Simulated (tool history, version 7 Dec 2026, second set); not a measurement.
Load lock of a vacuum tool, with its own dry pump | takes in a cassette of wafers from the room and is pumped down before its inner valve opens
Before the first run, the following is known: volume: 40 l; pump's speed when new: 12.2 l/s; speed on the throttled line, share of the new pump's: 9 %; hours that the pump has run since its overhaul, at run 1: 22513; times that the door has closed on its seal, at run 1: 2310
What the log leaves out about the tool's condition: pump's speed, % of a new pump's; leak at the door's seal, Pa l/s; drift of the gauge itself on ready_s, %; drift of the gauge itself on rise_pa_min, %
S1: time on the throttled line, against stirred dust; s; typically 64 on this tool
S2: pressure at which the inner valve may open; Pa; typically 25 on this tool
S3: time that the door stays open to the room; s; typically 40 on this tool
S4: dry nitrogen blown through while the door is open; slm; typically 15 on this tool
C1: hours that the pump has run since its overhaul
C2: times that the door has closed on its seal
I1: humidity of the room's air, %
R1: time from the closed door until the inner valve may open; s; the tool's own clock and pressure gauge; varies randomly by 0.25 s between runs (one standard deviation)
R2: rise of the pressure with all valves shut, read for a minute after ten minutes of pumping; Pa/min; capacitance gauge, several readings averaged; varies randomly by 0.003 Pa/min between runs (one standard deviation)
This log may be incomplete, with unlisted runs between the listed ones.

run 1 hour=0 | S1=64 S2=25 S3=40 S4=15 | C1=22513 C2=2310 | I1=43.8 | R1=85.7 R2=0.028
run 2 hour=64.1 | S1=64 S2=25 S3=40 S4=15 | C1=22577 C2=2395 | I1=45.5 | R1=85.6 R2=0.026
run 3 hour=167.7 | S1=64 S2=25 S3=40 S4=4 | C1=22681 C2=2533 | I1=44.1 | R1=86.1 R2=0.029
run 4 hour=269.5 | S1=64 S2=25 S3=40 S4=4 | C1=22783 C2=2668 | I1=44.9 | R1=85.7 R2=0.034
run 5 hour=373 | S1=64 S2=25 S3=40 S4=4 | C1=22886 C2=2805 | I1=44.8 | R1=85.6 R2=0.035
run 6 hour=452.5 | S1=64 S2=25 S3=40 S4=4 | C1=22966 C2=2911 | I1=42 | R1=86 R2=0.03
run 7 hour=503.6 | S1=64 S2=25 S3=40 S4=4 | C1=23017 C2=2979 | I1=45.1 | R1=85.7 R2=0.03
run 8 hour=554.1 | S1=64 S2=25 S3=40 S4=4 | C1=23067 C2=3046 | I1=44.7 | R1=85.6 R2=0.034
run 9 hour=611.5 | S1=64 S2=25 S3=40 S4=4 | C1=23125 C2=3122 | I1=42.8 | R1=86.1 R2=0.031
run 10 hour=671.4 | S1=64 S2=25 S3=40 S4=15 | C1=23185 C2=3201 | I1=46.4 | R1=85.8 R2=0.029
run 11 hour=727.3 | S1=64 S2=25 S3=40 S4=7 | C1=23241 C2=3276 | I1=44.7 | R1=85.5 R2=0.028
run 12 hour=779.6 | S1=64 S2=25 S3=40 S4=7 | C1=23293 C2=3345 | I1=47.1 | R1=85.7 R2=0.029
run 13 hour=862.5 | S1=64 S2=25 S3=40 S4=28 | C1=23376 C2=3455 | I1=42.5 | R1=85.8 R2=0.015
run 14 hour=959.2 | S1=64 S2=25 S3=85 S4=28 | C1=23473 C2=3583 | I1=44.2 | R1=86 R2=0.031
run 15 hour=1065.4 | S1=45 S2=45 S3=40 S4=15 | C1=23579 C2=3724 | I1=46.2 | R1=66.4 R2=0.026
run 16 hour=1174.3 | S1=60 S2=45 S3=90 S4=17 | C1=23688 C2=3869 | I1=47.3 | R1=80.5 R2=0.034
run 17 hour=1279.8 | S1=34 S2=41 S3=90 S4=25 | C1=23793 C2=4009 | I1=42.8 | R1=56.6 R2=0.018
run 18 hour=1359.3 | S1=64 S2=26 S3=157 S4=15 | C1=23873 C2=4114 | I1=43.4 | R1=85.7 R2=0.041
run 19 hour=1426.3 | S1=64 S2=26 S3=157 S4=15 | C1=23940 C2=4203 | I1=44.6 | R1=85.9 R2=0.037
-- hour=1447.8 dry pump taken out, an overhauled one fitted
run 20 hour=1489.4 | S1=64 S2=26 S3=157 S4=15 | C1=42 C2=4279 | I1=44.4 | R1=85.4 R2=0.042
run 21 hour=1567.2 | S1=36 S2=26 S3=157 S4=15 | C1=119 C2=4382 | I1=37.4 | R1=60.1 R2=0.032
run 22 hour=1652.1 | S1=64 S2=25 S3=67 S4=15 | C1=204 C2=4495 | I1=49.3 | R1=85.7 R2=0.032
run 23 hour=1736.2 | S1=54 S2=25 S3=40 S4=15 | C1=288 C2=4607 | I1=46.2 | R1=76.1 R2=0.024
run 24 hour=1847.7 | S1=35 S2=24 S3=209 S4=24 | C1=400 C2=4755 | I1=45.1 | R1=59.1 R2=0.036
run 25 hour=1932.2 | S1=35 S2=24 S3=95 S4=6 | C1=484 C2=4867 | I1=46.2 | R1=59.4 R2=0.039
run 26 hour=2014.6 | S1=35 S2=24 S3=95 S4=6 | C1=567 C2=4976 | I1=46 | R1=59.1 R2=0.036

5 options for the next run, each taken on its own from the tool as it stands now. Forecast them:
run A hour=2112 | S1=64 S2=23 S3=115 S4=15 | C1=664 C2=5105 | I1=45.8 | R1=? R2=?
run B hour=2112 | S1=36 S2=38 S3=111 S4=6 | C1=664 C2=5105 | I1=41.7 | R1=? R2=?
run C hour=2112 | S1=68 S2=25 S3=217 S4=29 | C1=664 C2=5105 | I1=46.1 | R1=? R2=?
run D hour=2112 | S1=122 S2=30 S3=95 S4=8 | C1=664 C2=5105 | I1=45.4 | R1=? R2=?
run E hour=2112 | S1=64 S2=25 S3=40 S4=8 | C1=664 C2=5105 | I1=44.2 | R1=? R2=?

run=A R1=86.3 R2=0.039
run=B R1=58.5 R2=0.045
run=C R1=89.5 R2=0.046
run=D R1=137.6 R2=0.044
run=E R1=85.8 R2=0.033
Without the tool's unlogged condition, the same runs would have read:
run=A R1=86.3 R2=0.039
run=B R1=58.5 R2=0.045
run=C R1=89.5 R2=0.046
run=D R1=137.6 R2=0.044
run=E R1=85.8 R2=0.033
